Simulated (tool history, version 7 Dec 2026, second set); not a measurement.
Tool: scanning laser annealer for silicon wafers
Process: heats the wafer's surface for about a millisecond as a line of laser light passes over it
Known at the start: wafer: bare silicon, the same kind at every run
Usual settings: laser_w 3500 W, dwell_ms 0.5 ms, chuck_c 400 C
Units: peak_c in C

{"run": 1, "day": 0.0, "laser_w": 3500, "dwell_ms": 0.5, "chuck_c": 400, "peak_c": 1083}
{"run": 2, "day": 1.279, "laser_w": 3500, "dwell_ms": 0.5, "chuck_c": 400, "peak_c": 1080}
{"run": 3, "day": 2.317, "laser_w": 3500, "dwell_ms": 0.5, "chuck_c": 400, "peak_c": 1080}
{"run": 4, "day": 3.3, "laser_w": 3500, "dwell_ms": 0.5, "chuck_c": 432, "peak_c": 1111}
{"run": 5, "day": 4.208, "laser_w": 3500, "dwell_ms": 0.5, "chuck_c": 400, "peak_c": 1080}
{"day": 4.892, "done": "window over the wafer cleaned"}
{"run": 6, "day": 5.254, "laser_w": 3500, "dwell_ms": 0.5, "chuck_c": 400, "peak_c": 1112}
{"day": 5.996, "done": "optics aligned, line set to its width"}
{"run": 7, "day": 6.354, "laser_w": 3500, "dwell_ms": 0.369, "chuck_c": 400, "peak_c": 1011}
{"run": 8, "day": 7.55, "laser_w": 3500, "dwell_ms": 0.5, "chuck_c": 400, "peak_c": 1113}
{"run": 9, "day": 8.858, "laser_w": 3500, "dwell_ms": 0.545, "chuck_c": 400, "peak_c": 1144}
{"run": 10, "day": 10.075, "laser_w": 3500, "dwell_ms": 0.545, "chuck_c": 400, "peak_c": 1144}
{"run": 11, "day": 10.762, "laser_w": 3500, "dwell_ms": 0.545, "chuck_c": 400, "peak_c": 1141}
{"run": 12, "day": 11.517, "laser_w": 3631, "dwell_ms": 0.417, "chuck_c": 420, "peak_c": 1096}
{"run": 13, "day": 12.658, "laser_w": 3500, "dwell_ms": 0.508, "chuck_c": 423, "peak_c": 1137}
{"run": 14, "day": 14.067, "laser_w": 3500, "dwell_ms": 0.417, "chuck_c": 365, "peak_c": 1006}
{"run": 15, "day": 15.362, "laser_w": 3500, "dwell_ms": 0.417, "chuck_c": 365, "peak_c": 1009}
{"run": 16, "day": 16.45, "laser_w": 3694, "dwell_ms": 0.417, "chuck_c": 365, "peak_c": 1047}
{"run": 17, "day": 17.767, "laser_w": 3050, "dwell_ms": 0.455, "chuck_c": 372, "peak_c": 944}
{"run": 18, "day": 18.692, "laser_w": 3825, "dwell_ms": 0.527, "chuck_c": 383, "peak_c": 1182}
{"run": 19, "day": 19.875, "laser_w": 3825, "dwell_ms": 0.527, "chuck_c": 383, "peak_c": 1180}
{"run": 20, "day": 20.738, "laser_w": 3015, "dwell_ms": 0.408, "chuck_c": 428, "peak_c": 961}

The next listed run, before its measurement:
{"run": 21, "day": 21.546, "laser_w": 3015, "dwell_ms": 0.408, "chuck_c": 428, "peak_c": "?"}

peak_c: 961 C
Without the tool's hidden state the same run would have given peak_c 974 C.
